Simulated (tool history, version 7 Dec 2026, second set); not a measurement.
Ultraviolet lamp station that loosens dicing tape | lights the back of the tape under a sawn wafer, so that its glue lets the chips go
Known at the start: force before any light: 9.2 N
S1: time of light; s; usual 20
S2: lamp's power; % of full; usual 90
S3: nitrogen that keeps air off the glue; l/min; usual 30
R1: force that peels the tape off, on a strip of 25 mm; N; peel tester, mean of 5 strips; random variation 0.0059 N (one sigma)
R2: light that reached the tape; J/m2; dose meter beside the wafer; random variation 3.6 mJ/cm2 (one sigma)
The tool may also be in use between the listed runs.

run	day	S1	S2	S3	R1	R2
1	0	20	90	30	0.189	5620
2	1.529	20	90	30	0.184	5560
3	3.371	20	90	30	0.176	5470
4	4.358	20	90	25	0.224	5560
5	5.488	20	90	25	0.227	5490
6	6.688	20	90	30	0.195	5440
7	8.492	20	83	30	0.235	5020
8	9.5	20	90	30	0.204	5470
9	10.254	20	68	30	0.41	4080
10	11.971	11	90	13	1.582	2950
# day 12.075: window cleaned of glue's vapour
11	12.879	11	84	24	1.203	2730
12	13.696	24	75	20	0.304	5200
13	14.6	20	75	51	0.229	4380
14	15.933	20	75	51	0.236	4360
15	17.788	14	96	11	1.065	3870
# day 17.933: window cleaned of glue's vapour, once more
16	18.954	14	96	11	0.981	4080
17	19.733	14	96	11	0.975	4040

Hidden state or all else? Some run-to-run changes of R1, split into what the settings, what came in and random variation would give without the hidden state, and what is left for the hidden state (with any gauge scatter that isn't in both results):
The hidden state here: lamp's light, % of a new lamp's; light that the window lets through, % of a clean one's; drift of the gauge itself on peel_n, %; drift of the gauge itself on dose_mj_cm2, %.
Run 9 -> 10: S1 20 -> 11, S2 68 -> 90, S3 30 -> 13. R1 +1.172 N: hidden state +0.177, all else +0.995.
Run 14 -> 15: S1 20 -> 14, S2 75 -> 96, S3 51 -> 11. R1 +0.829 N: hidden state +0.213, all else +0.616.
